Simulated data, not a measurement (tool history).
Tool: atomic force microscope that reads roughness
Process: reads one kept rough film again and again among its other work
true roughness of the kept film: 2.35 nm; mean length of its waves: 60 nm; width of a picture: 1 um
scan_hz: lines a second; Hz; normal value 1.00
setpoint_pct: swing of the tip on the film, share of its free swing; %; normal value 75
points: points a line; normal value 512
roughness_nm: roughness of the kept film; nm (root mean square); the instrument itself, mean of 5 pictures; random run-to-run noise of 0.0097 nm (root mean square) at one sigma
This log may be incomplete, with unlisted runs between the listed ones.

| run | hour | scan_hz | setpoint_pct | points | roughness_nm |
|---|---|---|---|---|---|
| 1 | 0.0 | 1.00 | 75 | 512 | 2.148 |
| 2 | 12.7 | 1.00 | 75 | 512 | 2.143 |
| 3 | 18.2 | 1.00 | 75 | 512 | 2.119 |
| 4 | 29.7 | 1.00 | 75 | 512 | 2.104 |
| 5 | 35.4 | 1.00 | 75 | 512 | 2.121 |
|  | 37.7 | new tip fitted |
| 6 | 48.3 | 1.00 | 63 | 512 | 2.231 |
| 7 | 54.0 | 1.00 | 63 | 512 | 2.221 |
| 8 | 60.6 | 1.00 | 75 | 512 | 2.176 |
| 9 | 73.3 | 1.00 | 60 | 512 | 2.215 |
| 10 | 84.3 | 1.00 | 75 | 512 | 2.151 |
| 11 | 92.1 | 1.00 | 75 | 512 | 2.133 |
| 12 | 100.8 | 1.00 | 75 | 512 | 2.120 |
| 13 | 109.7 | 1.00 | 75 | 512 | 2.127 |
| 14 | 119.3 | 1.00 | 82 | 512 | 2.057 |
|  | 124.7 | new tip fitted |
| 15 | 129.7 | 1.00 | 61 | 512 | 2.254 |
| 16 | 139.6 | 1.00 | 75 | 512 | 2.172 |
|  | 141.8 | height scale calibrated on a step standard |
| 17 | 153.3 | 0.83 | 57 | 512 | 2.237 |
| 18 | 166.2 | 3.07 | 63 | 670 | 2.089 |
| 19 | 178.8 | 3.07 | 60 | 670 | 2.125 |
| 20 | 188.8 | 3.07 | 60 | 670 | 2.105 |
| 21 | 200.0 | 1.14 | 60 | 681 | 2.160 |
|  | 212.6 | height scale calibrated on a step standard, once more |
|  | 213.1 | new tip fitted |
| 22 | 214.7 | 1.14 | 60 | 681 | 2.226 |
| 23 | 223.8 | 1.00 | 73 | 694 | 2.181 |
| 24 | 231.5 | 1.00 | 75 | 653 | 2.165 |
| 25 | 243.5 | 1.00 | 75 | 653 | 2.161 |
| 26 | 253.5 | 1.00 | 75 | 279 | 2.119 |
| 27 | 266.5 | 0.73 | 78 | 302 | 2.152 |

For run 28, what comes out?
| 28 | 277.4 | 1.67 | 86 | 1004 | ? |

roughness_nm: 1.950 nm (root mean square)
If the tool had no hidden condition, the same run with the same run-to-run variation would have returned roughness_nm 2.020 nm (root mean square).
